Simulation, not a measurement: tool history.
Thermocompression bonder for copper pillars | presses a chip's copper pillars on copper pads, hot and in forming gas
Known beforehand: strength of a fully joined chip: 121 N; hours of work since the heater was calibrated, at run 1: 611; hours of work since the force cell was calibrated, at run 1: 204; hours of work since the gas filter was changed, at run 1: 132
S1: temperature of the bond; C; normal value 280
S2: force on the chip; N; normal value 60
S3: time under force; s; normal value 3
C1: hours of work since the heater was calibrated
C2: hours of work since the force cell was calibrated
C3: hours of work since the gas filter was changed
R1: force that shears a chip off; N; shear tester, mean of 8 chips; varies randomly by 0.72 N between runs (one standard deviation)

Run 1, hour 0: usual settings; C1 611; C2 204; C3 132. Result: R1 52.2 N.
Run 2, hour 47.6: usual settings; C1 631; C2 225; C3 152. Result: R1 53.9 N.
At hour 84: forming gas filter changed.
Run 3, hour 103.1: usual settings; C1 655; C2 249; C3 8. Result: R1 52.8 N.
Run 4, hour 149.1: usual settings; C1 675; C2 269; C3 28. Result: R1 51.5 N.
Run 5, hour 206.7: usual settings; C1 700; C2 294; C3 53. Result: R1 52.9 N.
Run 6, hour 258.7: usual settings; C1 723; C2 316; C3 76. Result: R1 52.5 N.
Run 7, hour 291.9: usual settings but S1 292 C; C1 738; C2 331; C3 91. Result: R1 63.2 N.
Run 8, hour 336.4: usual settings but S1 292 C; C1 757; C2 350; C3 110. Result: R1 60.9 N.
Run 9, hour 393.2: usual settings but S1 292 C; C1 782; C2 375; C3 135. Result: R1 62.2 N.
Run 10, hour 449.9: usual settings but S1 260 C; C1 806; C2 400; C3 159. Result: R1 38.7 N.
At hour 470.5: forming gas filter changed.
Run 11, hour 506.4: usual settings but S1 260 C; C1 831; C2 424; C3 16. Result: R1 40.3 N.
Run 12, hour 535: usual settings; C1 843; C2 436; C3 28. Result: R1 53.3 N.
Run 13, hour 561.7: usual settings; C1 855; C2 448; C3 40. Result: R1 53.4 N.
Run 14, hour 606.6: usual settings; C1 874; C2 468; C3 59. Result: R1 52.5 N.
Run 15, hour 658.2: usual settings but S2 83 N; C1 897; C2 490; C3 82. Result: R1 69.1 N.
Run 16, hour 691.3: usual settings; C1 911; C2 504; C3 96. Result: R1 53.5 N.
Run 17, hour 724.2: usual settings; C1 926; C2 519; C3 110. Result: R1 53.2 N.
Run 18, hour 753.4: usual settings but S2 80 N, S3 2 s; C1 938; C2 531; C3 123. Result: R1 57.8 N.
Run 19, hour 778.3: usual settings but S2 80 N, S3 2 s; C1 949; C2 542; C3 134. Result: R1 57.8 N.
Run 20, hour 827.3: usual settings but S2 54 N, S3 2 s; C1 970; C2 564; C3 155. Result: R1 42.1 N.
At hour 854.6: forming gas filter changed.
Run 21, hour 877.1: usual settings but S1 306 C, S2 72 N, S3 6 s; C1 992; C2 585; C3 10. Result: R1 94.9 N.
Run 22, hour 932.7: usual settings but S1 278 C, S2 72 N, S3 2 s; C1 1016; C2 609; C3 34. Result: R1 51.9 N.
Run 23, hour 967.9: usual settings but S1 278 C, S2 72 N, S3 2 s; C1 1031; C2 625; C3 49. Result: R1 50.6 N.
Run 24, hour 1017.5: usual settings but S1 278 C, S2 72 N, S3 2 s; C1 1053; C2 646; C3 71. Result: R1 52.4 N.
Run 25, hour 1071.2: usual settings but S1 272 C, S2 77 N, S3 2 s; C1 1076; C2 670; C3 94. Result: R1 49.9 N.
Run 26, hour 1096.7: usual settings but S1 272 C, S2 77 N, S3 2 s; C1 1088; C2 681; C3 105. Result: R1 49.9 N.
Run 27, hour 1138.6: usual settings but S1 272 C, S2 77 N, S3 2 s; C1 1106; C2 699; C3 124. Result: R1 51.2 N.

What will run 28 give?
Run 28, hour 1187.1: usual settings but S1 273 C, S2 52 N, S3 2 s; C1 1127; C2 720; C3 145. Result: R1 ?.

R1: 34.3 N
Minus the tool's unlogged condition, the same run would have read R1 34.1 N.
